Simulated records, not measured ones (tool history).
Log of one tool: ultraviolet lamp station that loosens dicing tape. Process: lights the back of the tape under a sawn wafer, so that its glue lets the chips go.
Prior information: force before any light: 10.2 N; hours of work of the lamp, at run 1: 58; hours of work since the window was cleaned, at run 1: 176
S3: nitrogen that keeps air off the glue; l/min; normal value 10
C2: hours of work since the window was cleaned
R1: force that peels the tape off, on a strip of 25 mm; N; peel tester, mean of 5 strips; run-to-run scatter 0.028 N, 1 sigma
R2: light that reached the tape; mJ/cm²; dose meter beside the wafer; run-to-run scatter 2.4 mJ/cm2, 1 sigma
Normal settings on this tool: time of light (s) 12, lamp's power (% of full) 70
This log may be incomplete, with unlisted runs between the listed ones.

{"run": 1, "day": 0.0, "time of light (s)": 12, "lamp's power (% of full)": 70, "S3": 10, "hours of work of the lamp": 58, "C2": 176, "R1": 1.431, "R2": 266}
{"run": 2, "day": 0.342, "time of light (s)": 12, "lamp's power (% of full)": 70, "S3": 10, "hours of work of the lamp": 62, "C2": 180, "R1": 1.567, "R2": 269}
{"run": 3, "day": 0.579, "time of light (s)": 12, "lamp's power (% of full)": 70, "S3": 10, "hours of work of the lamp": 65, "C2": 183, "R1": 1.543, "R2": 269}
{"run": 4, "day": 0.875, "time of light (s)": 13, "lamp's power (% of full)": 70, "S3": 10, "hours of work of the lamp": 69, "C2": 187, "R1": 1.329, "R2": 287}
{"run": 5, "day": 1.121, "time of light (s)": 12, "lamp's power (% of full)": 70, "S3": 10, "hours of work of the lamp": 72, "C2": 190, "R1": 1.486, "R2": 263}
{"run": 6, "day": 1.358, "time of light (s)": 12, "lamp's power (% of full)": 70, "S3": 18, "hours of work of the lamp": 75, "C2": 193, "R1": 1.017, "R2": 265}
{"run": 7, "day": 1.662, "time of light (s)": 12, "lamp's power (% of full)": 70, "S3": 5, "hours of work of the lamp": 79, "C2": 197, "R1": 2.402, "R2": 267}
{"run": 8, "day": 2.062, "time of light (s)": 23, "lamp's power (% of full)": 70, "S3": 10, "hours of work of the lamp": 84, "C2": 202, "R1": 0.439, "R2": 512}
{"run": 9, "day": 2.25, "time of light (s)": 23, "lamp's power (% of full)": 77, "S3": 10, "hours of work of the lamp": 86, "C2": 204, "R1": 0.35, "R2": 563}
{"run": 10, "day": 2.512, "time of light (s)": 23, "lamp's power (% of full)": 77, "S3": 10, "hours of work of the lamp": 89, "C2": 207, "R1": 0.36, "R2": 553}
{"run": 11, "day": 2.85, "time of light (s)": 23, "lamp's power (% of full)": 97, "S3": 10, "hours of work of the lamp": 94, "C2": 212, "R1": 0.26, "R2": 706}
{"run": 12, "day": 3.288, "time of light (s)": 23, "lamp's power (% of full)": 97, "S3": 17, "hours of work of the lamp": 99, "C2": 217, "R1": 0.226, "R2": 702}
{"run": 13, "day": 3.629, "time of light (s)": 23, "lamp's power (% of full)": 97, "S3": 17, "hours of work of the lamp": 104, "C2": 222, "R1": 0.228, "R2": 705}
{"run": 14, "day": 3.908, "time of light (s)": 12, "lamp's power (% of full)": 70, "S3": 10, "hours of work of the lamp": 107, "C2": 225, "R1": 1.487, "R2": 264}
{"run": 15, "day": 4.212, "time of light (s)": 12, "lamp's power (% of full)": 70, "S3": 10, "hours of work of the lamp": 111, "C2": 229, "R1": 1.552, "R2": 261}
{"run": 16, "day": 4.612, "time of light (s)": 12, "lamp's power (% of full)": 70, "S3": 10, "hours of work of the lamp": 116, "C2": 234, "R1": 1.59, "R2": 263}
{"run": 17, "day": 4.829, "time of light (s)": 12, "lamp's power (% of full)": 70, "S3": 10, "hours of work of the lamp": 119, "C2": 237, "R1": 1.566, "R2": 258}
{"run": 18, "day": 5.167, "time of light (s)": 12, "lamp's power (% of full)": 70, "S3": 10, "hours of work of the lamp": 123, "C2": 241, "R1": 1.549, "R2": 261}
{"run": 19, "day": 5.588, "time of light (s)": 22, "lamp's power (% of full)": 98, "S3": 5, "hours of work of the lamp": 128, "C2": 246, "R1": 0.421, "R2": 669}
{"run": 20, "day": 5.838, "time of light (s)": 6, "lamp's power (% of full)": 60, "S3": 4, "hours of work of the lamp": 131, "C2": 249, "R1": 5.877, "R2": 109}
{"run": 21, "day": 6.167, "time of light (s)": 6, "lamp's power (% of full)": 60, "S3": 4, "hours of work of the lamp": 135, "C2": 253, "R1": 5.929, "R2": 112}
{"run": 22, "day": 6.5, "time of light (s)": 6, "lamp's power (% of full)": 60, "S3": 4, "hours of work of the lamp": 140, "C2": 258, "R1": 5.803, "R2": 111}
{"run": 23, "day": 6.938, "time of light (s)": 6, "lamp's power (% of full)": 60, "S3": 4, "hours of work of the lamp": 145, "C2": 263, "R1": 5.907, "R2": 112}
{"run": 24, "day": 7.171, "time of light (s)": 18, "lamp's power (% of full)": 92, "S3": 10, "hours of work of the lamp": 148, "C2": 266, "R1": 0.424, "R2": 515}
{"run": 25, "day": 7.496, "time of light (s)": 18, "lamp's power (% of full)": 92, "S3": 10, "hours of work of the lamp": 152, "C2": 270, "R1": 0.413, "R2": 519}
{"run": 26, "day": 7.921, "time of light (s)": 18, "lamp's power (% of full)": 92, "S3": 10, "hours of work of the lamp": 158, "C2": 276, "R1": 0.415, "R2": 508}
{"run": 27, "day": 8.362, "time of light (s)": 9, "lamp's power (% of full)": 70, "S3": 14, "hours of work of the lamp": 163, "C2": 281, "R1": 2.037, "R2": 195}
{"run": 28, "day": 8.812, "time of light (s)": 9, "lamp's power (% of full)": 70, "S3": 14, "hours of work of the lamp": 169, "C2": 287, "R1": 2.084, "R2": 195}
{"run": 29, "day": 9.117, "time of light (s)": 9, "lamp's power (% of full)": 70, "S3": 14, "hours of work of the lamp": 173, "C2": 291, "R1": 2.09, "R2": 195}

Some steps in R1 between neighbouring runs. How much of each would the tool show without its hidden state too (settings, what came in, random variation), and how much is left for the hidden state, with any gauge scatter that isn't in both results?
Unlogged tool condition in this case: lamp's light, % of a new lamp's; light that the window lets through, % of a clean one's; drift of the gauge itself on peel_n, %; drift of the gauge itself on dose_mj_cm2, %.
Run 19 -> 20: time of light (s) 22 -> 6, lamp's power (% of full) 98 -> 60, S3 5 -> 4. R1 +5.456 N: hidden state +0.158, all else +5.298.
Run 23 -> 24: time of light (s) 6 -> 18, lamp's power (% of full) 60 -> 92, S3 4 -> 10. R1 -5.483 N: hidden state -0.171, all else -5.312.
Run 26 -> 27: time of light (s) 18 -> 9, lamp's power (% of full) 92 -> 70, S3 10 -> 14. R1 +1.622 N: hidden state +0.164, all else +1.458.
